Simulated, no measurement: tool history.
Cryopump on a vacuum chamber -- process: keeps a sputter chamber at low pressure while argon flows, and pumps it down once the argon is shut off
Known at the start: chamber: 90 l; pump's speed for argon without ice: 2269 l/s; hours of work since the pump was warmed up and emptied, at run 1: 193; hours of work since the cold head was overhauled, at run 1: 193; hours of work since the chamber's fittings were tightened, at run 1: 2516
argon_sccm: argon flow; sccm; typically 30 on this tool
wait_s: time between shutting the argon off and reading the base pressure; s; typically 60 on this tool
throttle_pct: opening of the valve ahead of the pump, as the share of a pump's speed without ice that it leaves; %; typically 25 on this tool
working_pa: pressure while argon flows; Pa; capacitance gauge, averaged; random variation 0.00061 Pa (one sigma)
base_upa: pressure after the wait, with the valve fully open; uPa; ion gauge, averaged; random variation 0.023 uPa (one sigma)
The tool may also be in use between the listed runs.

run	day	argon_sccm	wait_s	throttle_pct	hours of work since the pump was warmed up and emptied	hours of work since the cold head was overhauled	hours of work since the chamber's fittings were tightened	working_pa	base_upa
1	0.000	30	60	25	193	193	2516	0.0907	1.94
2	2.271	30	60	25	220	220	2544	0.0916	1.93
3	3.721	30	60	25	238	238	2561	0.0899	1.95
4	5.579	30	60	25	260	260	2584	0.0908	1.97
5	7.558	30	60	25	284	284	2607	0.0915	1.99
6	10.338	30	60	25	318	318	2641	0.0903	1.98
7	12.571	30	60	25	345	345	2668	0.0921	2.05
8	15.296	30	60	25	378	378	2701	0.0925	2.11
9	17.088	30	60	25	399	399	2723	0.0934	2.13
10	19.829	30	60	40	432	432	2756	0.0600	2.19
11	22.192	30	60	40	461	461	2784	0.0594	2.16
12	23.358	30	60	40	475	475	2798	0.0590	2.26
13	25.304	30	284	25	499	499	2822	0.0932	1.67
14	27.396	30	284	25	524	524	2847	0.0927	1.69
15	29.354	20	60	25	548	548	2871	0.0629	2.26
16	31.175	57	143	45	570	570	2893	0.1007	1.79
17	33.767	32	60	55	601	601	2924	0.0478	2.26
18	36.096	30	39	16	629	629	2952	0.1435	2.66
19	37.933	30	39	16	651	651	2974	0.1449	2.74
20	39.908	56	141	25	675	675	2998	0.1767	1.99
21	41.654	48	60	57	696	696	3019	0.0706	2.46
22	44.117	28	84	40	726	726	3049	0.0578	2.26
23	46.712	39	23	22	757	757	3081	0.1394	3.58
24	49.508	37	70	25	791	791	3114	0.1175	2.41
25	51.875	22	78	25	820	820	3143	0.0697	2.42
26	54.096	45	40	44	846	846	3170	0.0849	2.95
27	55.929	26	60	25	869	869	3192	0.0835	2.55
28	57.467	31	22	25	887	887	3210	0.0993	3.72
29	59.733	31	59	25	915	915	3238	0.1002	2.64

Each run again, without the hidden state but with its own random variation kept:
Hidden state at play: pump's speed, % of a pump's without ice; cold plate's temperature, K; leak into the chamber, uPa l/s; drift of the gauge itself on working_pa, %; drift of the gauge itself on base_upa, %.
run	working_pa	base_upa
1	0.0893	0.81
2	0.0900	0.79
3	0.0882	0.81
4	0.0890	0.81
5	0.0895	0.79
6	0.0881	0.79
7	0.0897	0.83
8	0.0899	0.84
9	0.0906	0.81
10	0.0570	0.83
11	0.0562	0.81
12	0.0557	0.87
13	0.0897	0.28
14	0.0890	0.28
15	0.0603	0.81
16	0.0931	0.39
17	0.0432	0.81
18	0.1390	1.17
19	0.1402	1.22
20	0.1676	0.43
21	0.0626	0.84
22	0.0529	0.63
23	0.1322	1.94
24	0.1103	0.74
25	0.0652	0.70
26	0.0753	1.20
27	0.0778	0.80
28	0.0923	1.98
29	0.0929	0.82
